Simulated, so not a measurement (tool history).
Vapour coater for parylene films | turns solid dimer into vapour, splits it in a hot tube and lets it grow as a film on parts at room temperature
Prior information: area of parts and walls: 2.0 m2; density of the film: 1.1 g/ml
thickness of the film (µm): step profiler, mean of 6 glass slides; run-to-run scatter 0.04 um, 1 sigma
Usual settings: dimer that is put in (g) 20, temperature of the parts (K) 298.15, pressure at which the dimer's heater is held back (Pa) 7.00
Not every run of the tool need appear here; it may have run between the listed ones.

run,hour,dimer that is put in (g),temperature of the parts (K),pressure at which the dimer's heater is held back (Pa),thickness of the film (µm)
1,0.0,20,298.15,7.00,4.20
2,40.2,20,298.15,7.00,4.14
3,69.9,20,298.15,7.00,4.22
4,109.6,20,298.15,4.97,4.41
5,175.9,20,298.15,4.97,4.44
6,248.7,20,298.15,4.97,4.40
7,301.1,32,298.15,7.00,6.59
8,367.1,11,298.15,7.00,2.22
9,398.0,20,298.15,7.00,4.08
10,439.8,20,298.15,3.30,4.49
11,504.7,17,302.15,3.35,3.37
12,552.0,17,302.15,3.35,3.38
13,592.5,16,295.15,2.22,4.31
14,641.9,20,298.15,4.79,4.23
15,674.8,19,298.15,6.32,3.80
16,725.5,9,298.15,4.84,1.87
17,779.9,9,298.15,4.84,1.89
18,839.2,21,298.15,7.00,4.09

Forecast each of these 3 alternatives for the next run:
A,899.1,34,298.15,8.72,?
B,899.1,21,296.15,4.76,?
C,899.1,29,298.15,7.00,?

run,thickness of the film (µm)
A,6.26
B,4.65
C,5.62
Take away the tool's hidden state, keep each run's random variation, and the runs would have read:
run,thickness of the film (µm)
A,6.92
B,5.14
C,6.21

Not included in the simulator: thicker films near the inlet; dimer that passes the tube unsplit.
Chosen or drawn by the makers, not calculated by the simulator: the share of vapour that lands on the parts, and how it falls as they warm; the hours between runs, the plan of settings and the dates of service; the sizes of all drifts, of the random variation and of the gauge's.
